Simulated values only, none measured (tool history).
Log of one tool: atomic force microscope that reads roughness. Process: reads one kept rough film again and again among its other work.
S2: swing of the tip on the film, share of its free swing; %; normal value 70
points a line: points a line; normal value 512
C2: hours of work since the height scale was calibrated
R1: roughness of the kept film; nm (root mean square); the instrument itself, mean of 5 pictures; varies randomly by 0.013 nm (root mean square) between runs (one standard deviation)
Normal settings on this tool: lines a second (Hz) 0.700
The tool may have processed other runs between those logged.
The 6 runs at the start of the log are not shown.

run 7 hour=246.7 | lines_a_second_(Hz)=1.448 S2=70 points_a_line=512 | pictures_with_this_tip=315 C2=1082 | R1=2.241
-- hour=286.6 new tip fitted
run 8 hour=288.8 | lines_a_second_(Hz)=0.700 S2=60 points_a_line=512 | pictures_with_this_tip=4 C2=1110 | R1=3.153
run 9 hour=333.1 | lines_a_second_(Hz)=0.700 S2=70 points_a_line=512 | pictures_with_this_tip=81 C2=1141 | R1=2.881
run 10 hour=373.2 | lines_a_second_(Hz)=0.700 S2=70 points_a_line=512 | pictures_with_this_tip=152 C2=1168 | R1=2.667
run 11 hour=400.5 | lines_a_second_(Hz)=0.700 S2=70 points_a_line=512 | pictures_with_this_tip=199 C2=1187 | R1=2.565
run 12 hour=434.8 | lines_a_second_(Hz)=0.700 S2=70 points_a_line=512 | pictures_with_this_tip=259 C2=1210 | R1=2.373
run 13 hour=476.5 | lines_a_second_(Hz)=0.700 S2=70 points_a_line=512 | pictures_with_this_tip=333 C2=1239 | R1=2.275
-- hour=504.8 new tip fitted
run 14 hour=530.2 | lines_a_second_(Hz)=0.700 S2=70 points_a_line=662 | pictures_with_this_tip=45 C2=1275 | R1=3.013
run 15 hour=575.9 | lines_a_second_(Hz)=0.700 S2=70 points_a_line=662 | pictures_with_this_tip=125 C2=1307 | R1=2.774
run 16 hour=610.4 | lines_a_second_(Hz)=0.700 S2=70 points_a_line=662 | pictures_with_this_tip=185 C2=1330 | R1=2.610
run 17 hour=638.6 | lines_a_second_(Hz)=0.700 S2=70 points_a_line=662 | pictures_with_this_tip=235 C2=1350 | R1=2.487
run 18 hour=674.3 | lines_a_second_(Hz)=0.700 S2=70 points_a_line=662 | pictures_with_this_tip=297 C2=1374 | R1=2.346
-- hour=721.0 new tip fitted
run 19 hour=721.0 | lines_a_second_(Hz)=0.700 S2=70 points_a_line=662 | pictures_with_this_tip=0 C2=1406 | R1=3.165
run 20 hour=770.9 | lines_a_second_(Hz)=0.700 S2=70 points_a_line=662 | pictures_with_this_tip=87 C2=1440 | R1=2.886
run 21 hour=821.8 | lines_a_second_(Hz)=0.700 S2=70 points_a_line=662 | pictures_with_this_tip=177 C2=1475 | R1=2.639
run 22 hour=868.4 | lines_a_second_(Hz)=0.700 S2=70 points_a_line=512 | pictures_with_this_tip=258 C2=1507 | R1=2.420
run 23 hour=891.9 | lines_a_second_(Hz)=2.823 S2=70 points_a_line=512 | pictures_with_this_tip=299 C2=1523 | R1=2.138
run 24 hour=935.6 | lines_a_second_(Hz)=2.823 S2=70 points_a_line=512 | pictures_with_this_tip=376 C2=1553 | R1=2.008
-- hour=938.5 new tip fitted
run 25 hour=972.2 | lines_a_second_(Hz)=0.700 S2=70 points_a_line=512 | pictures_with_this_tip=59 C2=1578 | R1=2.996
run 26 hour=999.5 | lines_a_second_(Hz)=0.700 S2=70 points_a_line=512 | pictures_with_this_tip=107 C2=1596 | R1=2.827
run 27 hour=1036.7 | lines_a_second_(Hz)=2.078 S2=70 points_a_line=512 | pictures_with_this_tip=172 C2=1622 | R1=2.513
run 28 hour=1085.9 | lines_a_second_(Hz)=2.189 S2=90 points_a_line=671 | pictures_with_this_tip=258 C2=1655 | R1=1.980
run 29 hour=1119.1 | lines_a_second_(Hz)=0.700 S2=56 points_a_line=927 | pictures_with_this_tip=316 C2=1678 | R1=2.387
-- hour=1154.6 new tip fitted
run 30 hour=1154.6 | lines_a_second_(Hz)=0.700 S2=56 points_a_line=927 | pictures_with_this_tip=0 C2=1702 | R1=3.210

Expected results for the next run?
run 31 hour=1193.2 | lines_a_second_(Hz)=0.700 S2=56 points_a_line=609 | pictures_with_this_tip=67 C2=1729 | R1=?

R1: 2.957 nm (root mean square)
With the hidden condition absent and the run-to-run variation left alone, this run would have shown R1 3.246 nm (root mean square).

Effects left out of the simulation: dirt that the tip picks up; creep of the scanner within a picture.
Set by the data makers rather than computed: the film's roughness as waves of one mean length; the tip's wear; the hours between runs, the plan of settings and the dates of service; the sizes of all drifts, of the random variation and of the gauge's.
